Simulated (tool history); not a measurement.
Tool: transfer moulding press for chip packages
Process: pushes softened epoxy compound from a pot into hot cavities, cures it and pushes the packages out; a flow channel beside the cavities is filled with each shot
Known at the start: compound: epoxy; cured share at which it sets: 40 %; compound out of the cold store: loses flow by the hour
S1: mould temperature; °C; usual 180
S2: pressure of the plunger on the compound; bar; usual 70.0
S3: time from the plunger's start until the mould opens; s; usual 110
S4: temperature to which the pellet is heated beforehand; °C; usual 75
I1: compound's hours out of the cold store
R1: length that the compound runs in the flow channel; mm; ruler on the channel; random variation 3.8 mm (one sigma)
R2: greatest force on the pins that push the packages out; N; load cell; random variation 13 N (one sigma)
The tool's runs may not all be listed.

run	hour	S1	S2	S3	S4	I1	R1	R2
1	0.0	180	70.0	110	75	25.9	538	674
2	10.0	180	70.0	110	75	27.6	533	722
3	19.4	180	57.9	110	75	24.9	494	770
4	36.7	180	57.9	110	75	31.6	484	819
5	49.6	180	70.0	110	65	11.0	557	908
# hour 61.6: plunger's sealing rings changed
6	72.2	180	70.0	110	65	24.1	607	982
7	87.2	176	70.0	110	75	15.1	630	1365
# hour 90.5: mould's thermocouples calibrated
# hour 94.7: cavities cleaned with cleaning compound and waxed
8	111.0	180	70.0	110	68	33.4	587	723
# hour 126.0: mould's thermocouples calibrated, once more
9	128.1	180	70.0	110	75	18.8	608	795
10	141.6	180	61.2	97	77	17.2	568	1220
11	154.9	180	71.0	110	75	27.5	595	880

Run 12 comes next. What will it give?
12	165.4	186	70.0	149	75	19.3	?	?

R1: 587 mm
R2: 552 N
Without the tool's hidden state the same run would have given R1 597 mm, R2 391 N.
